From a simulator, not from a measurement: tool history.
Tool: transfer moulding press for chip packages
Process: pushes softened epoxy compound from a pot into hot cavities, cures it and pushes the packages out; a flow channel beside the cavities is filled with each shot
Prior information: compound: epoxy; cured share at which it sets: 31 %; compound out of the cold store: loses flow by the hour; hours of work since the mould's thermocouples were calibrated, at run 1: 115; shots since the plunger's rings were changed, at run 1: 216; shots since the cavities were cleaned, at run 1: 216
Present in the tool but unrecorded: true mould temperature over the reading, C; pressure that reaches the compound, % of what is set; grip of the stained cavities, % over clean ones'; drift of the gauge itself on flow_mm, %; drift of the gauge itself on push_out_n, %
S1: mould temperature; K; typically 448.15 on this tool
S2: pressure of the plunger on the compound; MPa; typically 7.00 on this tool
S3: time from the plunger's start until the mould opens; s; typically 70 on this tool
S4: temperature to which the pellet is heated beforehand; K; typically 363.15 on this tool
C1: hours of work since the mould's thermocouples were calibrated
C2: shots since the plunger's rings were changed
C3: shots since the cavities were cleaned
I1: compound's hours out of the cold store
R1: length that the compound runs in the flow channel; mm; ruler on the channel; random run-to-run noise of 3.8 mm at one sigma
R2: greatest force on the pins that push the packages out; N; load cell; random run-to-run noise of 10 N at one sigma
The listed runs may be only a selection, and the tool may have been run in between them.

| run | hour | S1 | S2 | S3 | S4 | C1 | C2 | C3 | I1 | R1 | R2 |
|---|---|---|---|---|---|---|---|---|---|---|---|
| 1 | 0.0 | 448.15 | 7.00 | 70 | 363.15 | 115 | 216 | 216 | 41.3 | 547 | 642 |
| 2 | 11.2 | 448.15 | 7.00 | 70 | 363.15 | 121 | 367 | 367 | 40.8 | 543 | 772 |
| 3 | 26.8 | 454.15 | 7.00 | 70 | 363.15 | 130 | 579 | 579 | 38.8 | 543 | 653 |
| 4 | 34.4 | 448.15 | 7.00 | 70 | 363.15 | 134 | 682 | 682 | 20.3 | 574 | 916 |
| 5 | 44.9 | 448.15 | 7.00 | 70 | 363.15 | 140 | 824 | 824 | 12.1 | 589 | 999 |
| 6 | 60.5 | 448.15 | 7.00 | 70 | 363.15 | 149 | 1035 | 1035 | 19.9 | 573 | 1060 |
|  | 62.7 | cavities cleaned with cleaning compound and waxed |
| 7 | 76.5 | 448.15 | 7.00 | 70 | 363.15 | 157 | 1231 | 187 | 18.7 | 572 | 661 |
| 8 | 89.5 | 448.15 | 7.00 | 88 | 363.15 | 165 | 1407 | 363 | 11.1 | 577 | 543 |
| 9 | 98.4 | 448.15 | 7.00 | 88 | 363.15 | 170 | 1527 | 483 | 25.9 | 559 | 588 |
| 10 | 107.8 | 448.15 | 7.00 | 88 | 363.15 | 175 | 1655 | 611 | 46.8 | 529 | 604 |
| 11 | 122.3 | 448.15 | 7.00 | 88 | 363.15 | 183 | 1851 | 807 | 14.3 | 576 | 679 |
| 12 | 138.2 | 448.15 | 7.00 | 88 | 363.15 | 192 | 2066 | 1022 | 31.8 | 546 | 704 |
|  | 141.3 | cavities cleaned with cleaning compound and waxed |
| 13 | 152.1 | 448.15 | 7.00 | 70 | 363.15 | 199 | 2234 | 146 | 23.4 | 561 | 644 |
| 14 | 167.1 | 448.15 | 7.00 | 70 | 363.15 | 208 | 2436 | 348 | 41.3 | 535 | 760 |
| 15 | 177.0 | 443.15 | 5.98 | 105 | 363.15 | 214 | 2571 | 483 | 33.6 | 516 | 600 |
| 16 | 188.6 | 452.15 | 6.43 | 57 | 371.15 | 220 | 2728 | 640 | 28.9 | 519 | 1148 |
| 17 | 200.3 | 451.15 | 7.12 | 106 | 368.15 | 227 | 2887 | 799 | 31.4 | 547 | 629 |
| 18 | 215.6 | 451.15 | 7.12 | 65 | 372.15 | 235 | 3093 | 1005 | 27.2 | 548 | 950 |
|  | 219.5 | cavities cleaned with cleaning compound and waxed |
| 19 | 232.6 | 451.15 | 6.95 | 65 | 372.15 | 244 | 3303 | 177 | 27.4 | 543 | 606 |
| 20 | 241.6 | 448.15 | 7.89 | 55 | 356.15 | 249 | 3424 | 298 | 21.1 | 590 | 1584 |
| 21 | 250.2 | 448.15 | 7.89 | 55 | 356.15 | 254 | 3540 | 414 | 11.9 | 606 | 1705 |
| 22 | 264.0 | 448.15 | 7.89 | 55 | 356.15 | 262 | 3727 | 601 | 14.2 | 597 | 1901 |
| 23 | 274.3 | 448.15 | 7.00 | 72 | 363.15 | 268 | 3868 | 742 | 16.2 | 561 | 925 |
| 24 | 284.2 | 448.15 | 7.00 | 72 | 363.15 | 273 | 4000 | 874 | 12.1 | 565 | 890 |
| 25 | 294.0 | 448.15 | 7.00 | 72 | 363.15 | 279 | 4133 | 1007 | 17.9 | 558 | 941 |
|  | 298.7 | cavities cleaned with cleaning compound and waxed |
| 26 | 303.2 | 448.15 | 7.00 | 52 | 358.15 | 283 | 4238 | 61 | 27.3 | 536 | 1186 |
| 27 | 317.6 | 454.15 | 6.33 | 94 | 369.15 | 292 | 4433 | 256 | 17.4 | 516 | 458 |
| 28 | 332.9 | 443.15 | 7.32 | 68 | 361.15 | 300 | 4640 | 463 | 23.3 | 561 | 1321 |

Alternative continuations, all from the tool just after run 28; predict every row:
| A | 345.4 | 442.15 | 7.32 | 68 | 369.15 | 307 | 4809 | 632 | 15.4 | ? | ? |
| B | 345.4 | 443.15 | 7.32 | 57 | 361.15 | 307 | 4809 | 632 | 46.9 | ? | ? |
| C | 345.4 | 455.15 | 7.00 | 66 | 369.15 | 307 | 4809 | 632 | 23.5 | ? | ? |
| D | 345.4 | 455.15 | 7.32 | 83 | 359.15 | 307 | 4809 | 632 | 17.0 | ? | ? |

| run | R1 | R2 |
|---|---|---|
| A | 578 | 1561 |
| B | 534 | 2004 |
| C | 536 | 703 |
| D | 542 | 612 |
With no hidden state in the tool, these same runs would have given:
| run | R1 | R2 |
|---|---|---|
| A | 612 | 800 |
| B | 565 | 1014 |
| C | 567 | 352 |
| D | 574 | 309 |

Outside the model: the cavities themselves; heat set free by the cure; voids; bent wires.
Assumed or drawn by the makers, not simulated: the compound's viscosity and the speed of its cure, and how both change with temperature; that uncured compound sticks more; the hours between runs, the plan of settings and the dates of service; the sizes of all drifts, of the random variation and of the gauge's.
